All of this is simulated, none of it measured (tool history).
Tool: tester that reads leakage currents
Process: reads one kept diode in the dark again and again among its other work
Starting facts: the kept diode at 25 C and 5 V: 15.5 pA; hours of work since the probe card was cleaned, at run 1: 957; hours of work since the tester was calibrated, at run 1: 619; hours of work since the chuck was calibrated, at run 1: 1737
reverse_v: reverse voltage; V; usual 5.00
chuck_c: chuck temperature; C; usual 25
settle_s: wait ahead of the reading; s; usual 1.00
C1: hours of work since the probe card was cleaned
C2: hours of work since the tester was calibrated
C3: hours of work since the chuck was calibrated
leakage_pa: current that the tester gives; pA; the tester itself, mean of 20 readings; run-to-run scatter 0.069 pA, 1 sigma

Run 1, day 0.000: usual settings; C1 957; C2 619; C3 1737. Result: leakage_pa 15.77 pA.
Run 2, day 1.342: usual settings; C1 973; C2 635; C3 1752. Result: leakage_pa 15.86 pA.
Run 3, day 3.142: usual settings; C1 994; C2 656; C3 1773. Result: leakage_pa 15.82 pA.
Run 4, day 4.338: usual settings but reverse_v 1.66 V; C1 1007; C2 669; C3 1787. Result: leakage_pa 9.12 pA.
Run 5, day 6.108: usual settings but reverse_v 18.09 V; C1 1028; C2 690; C3 1808. Result: leakage_pa 30.45 pA.
Run 6, day 7.667: usual settings but reverse_v 18.09 V; C1 1046; C2 708; C3 1826. Result: leakage_pa 30.53 pA.
Run 7, day 9.088: usual settings but reverse_v 16.46 V; C1 1063; C2 725; C3 1842. Result: leakage_pa 29.11 pA.
At day 10.421: probe card cleaned and baked.
Run 8, day 10.875: usual settings; C1 5; C2 744; C3 1862. Result: leakage_pa 15.83 pA.
Run 9, day 11.858: usual settings; C1 17; C2 755; C3 1873. Result: leakage_pa 15.89 pA.
Run 10, day 12.679: usual settings; C1 26; C2 765; C3 1883. Result: leakage_pa 15.86 pA.
Run 11, day 13.796: usual settings but reverse_v 5.78 V; C1 39; C2 778; C3 1896. Result: leakage_pa 16.97 pA.
Run 12, day 15.183: usual settings but chuck_c 52 C; C1 55; C2 794; C3 1912. Result: leakage_pa 113.23 pA.
Run 13, day 15.975: usual settings but chuck_c 52 C; C1 65; C2 803; C3 1921. Result: leakage_pa 113.68 pA.
Run 14, day 17.342: usual settings; C1 81; C2 819; C3 1937. Result: leakage_pa 16.02 pA.
Run 15, day 19.067: usual settings but reverse_v 5.70 V, chuck_c 22 C, settle_s 1.72 s; C1 101; C2 839; C3 1957. Result: leakage_pa 13.36 pA.
Run 16, day 20.612: usual settings but chuck_c 26 C, settle_s 4.49 s; C1 119; C2 857; C3 1975. Result: leakage_pa 16.94 pA.
Run 17, day 22.292: usual settings but reverse_v 1.05 V, chuck_c 50 C, settle_s 0.67 s; C1 138; C2 877; C3 1995. Result: leakage_pa 45.71 pA.
Run 18, day 23.367: usual settings but reverse_v 16.74 V, chuck_c 28 C; C1 151; C2 889; C3 2007. Result: leakage_pa 36.84 pA.
Run 19, day 24.742: usual settings but chuck_c 32 C, settle_s 2.46 s; C1 167; C2 905; C3 2023. Result: leakage_pa 27.03 pA.
Run 20, day 25.504: usual settings but reverse_v 2.26 V, chuck_c 32 C, settle_s 0.60 s; C1 176; C2 914; C3 2032. Result: leakage_pa 18.36 pA.
Run 21, day 26.338: usual settings but reverse_v 2.26 V, chuck_c 32 C, settle_s 0.46 s; C1 185; C2 924; C3 2042. Result: leakage_pa 18.46 pA.
Run 22, day 27.346: usual settings but chuck_c 24 C; C1 197; C2 936; C3 2053. Result: leakage_pa 14.57 pA.
Run 23, day 28.208: usual settings but reverse_v 1.42 V, chuck_c 24 C, settle_s 1.35 s; C1 207; C2 946; C3 2064. Result: leakage_pa 7.81 pA.
Run 24, day 29.762: usual settings but chuck_c 30 C, settle_s 1.04 s; C1 225; C2 964; C3 2082. Result: leakage_pa 23.24 pA.
Run 25, day 31.171: usual settings but chuck_c 24 C, settle_s 0.47 s; C1 241; C2 980; C3 2098. Result: leakage_pa 14.98 pA.
Run 26, day 32.229: usual settings but reverse_v 1.68 V, chuck_c 24 C, settle_s 0.69 s; C1 254; C2 992; C3 2110. Result: leakage_pa 8.46 pA.
Run 27, day 34.050: usual settings but reverse_v 1.55 V, chuck_c 22 C; C1 275; C2 1014; C3 2131. Result: leakage_pa 6.92 pA.

For each entry between runs, how does the tool's hidden state at the last listed run before it compare with that at the first listed run after it?
Between runs 7 and 8: probe card cleaned and baked (day 10.421)
  stray current of the dirty probe card, pA a volt: 0.023 -> 0.02
